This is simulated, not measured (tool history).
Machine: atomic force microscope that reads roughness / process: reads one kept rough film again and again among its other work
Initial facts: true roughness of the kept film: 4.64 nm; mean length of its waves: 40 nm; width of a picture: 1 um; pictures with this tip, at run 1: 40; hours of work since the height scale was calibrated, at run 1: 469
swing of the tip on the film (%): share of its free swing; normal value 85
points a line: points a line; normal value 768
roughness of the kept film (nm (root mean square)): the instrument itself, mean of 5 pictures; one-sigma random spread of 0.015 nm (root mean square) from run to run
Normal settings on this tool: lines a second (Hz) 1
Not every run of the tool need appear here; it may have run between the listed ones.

run   hour  lines a second (Hz)  swing of the tip on the film (%)  points a line  pictures with this tip  hours of work since the height scale was calibrated  roughness of the kept film (nm (root mean square))
  1      0                    1                                85            768                      40                                                  469                                               3.718
  2   22.8                    1                                85            431                      68                                                  487                                               3.726
  3   34.4                    1                                85            768                      83                                                  496                                               3.753
  4   48.2                 0.63                                85            768                     100                                                  507                                               3.861
  5   63.4                 0.63                                85            768                     119                                                  519                                               3.875
  6   86.9                    1                                85            768                     149                                                  538                                               3.735
  7   97.5                    1                                85            768                     162                                                  546                                               3.712
  8  116.5                    1                                85            768                     186                                                  561                                               3.749
     129.2  -- new tip fitted
  9    137                 2.07                                85            768                      10                                                  577                                               3.349
 10  147.8                 2.07                                83            768                      24                                                  585                                               3.418
 11  162.2                 1.59                                85            768                      42                                                  597                                               3.503
 12  179.7                 1.59                                85            768                      64                                                  611                                               3.505
 13  193.1                    1                                85            768                      81                                                  621                                               3.703
 14  205.9                    1                                85            768                      97                                                  631                                               3.734
 15    217                    1                                85            768                     111                                                  640                                                3.73
 16  240.6                    1                                85            768                     140                                                  659                                                3.72
 17  258.9                    1                                85            768                     163                                                  673                                               3.743
 18  278.6                  1.1                                85            768                     188                                                  689                                               3.684
     289.1  -- new tip fitted
 19  296.4                  1.1                                85            768                       9                                                  702                                               3.698
 20  316.4                  1.1                                85            768                      34                                                  718                                               3.709
 21  335.7                    1                                85            554                      58                                                  734                                               3.715
 22  354.2                    1                                57            554                      81                                                  748                                               4.055
 23  366.6                    1                                57            554                      97                                                  758                                               4.063
 24  385.5                  3.4                                85            768                     121                                                  773                                               2.993
 25  399.8                    1                                85            768                     139                                                  784                                               3.727
 26  418.6                    1                                63            768                     162                                                  799                                               4.026
 27  436.8                 1.96                                85            596                     185                                                  813                                               3.408
     448.9  -- new tip fitted
 28  450.7                 0.78                                60            322                       2                                                  824                                               4.033
 29  472.3                    1                                70            768                      29                                                  841                                               3.967
 30  487.5                 3.95                                70            284                      48                                                  853                                               3.415
 31  509.7                 3.95                                70            284                      76                                                  871                                               3.417
 32  529.9                    1                                66            768                     102                                                  887                                               3.996
 33  545.3                    1                                66            768                     121                                                  899                                               3.977
 34  555.1                    1                                66            768                     133                                                  907                                               4.009
 35  569.1                 1.73                                85            345                     151                                                  918                                               3.469
 36  593.2                 1.73                                85            345                     181                                                  937                                               3.443
       609  -- new tip fitted
 37  615.3                 2.31                                64            331                       8                                                  954                                               3.832
 38  636.1                 1.66                                63            726                      34                                                  970                                               3.936
 39    658                 1.66                                63            726                      62                                                  987                                               3.939
 40    681                 1.66                                63            726                      91                                                 1006                                                3.91
 41  697.4                 1.66                                63            726                     111                                                 1019                                               3.912
 42  719.5                 1.06                                70            805                     139                                                 1036                                               3.936
 43  735.4                    1                                82            768                     159                                                 1049                                               3.807
 44  750.3                 1.11                                77            698                     178                                                 1060                                               3.834
 45  766.4                 1.11                                77            698                     198                                                 1073                                               3.824
       769  -- new tip fitted
 46  789.5                 1.11                                77            698                      26                                                 1091                                               3.842
 47    800                 1.11                                77            467                      39                                                 1099                                               3.806

For run 48, what comes out?
 48  809.9                 2.39                                60            457                      51                                                 1107                                                   ?

roughness of the kept film (nm (root mean square)): 3.887
With the hidden condition absent and the run-to-run variation left alone, this run would have shown roughness of the kept film (nm (root mean square)) 3.889.
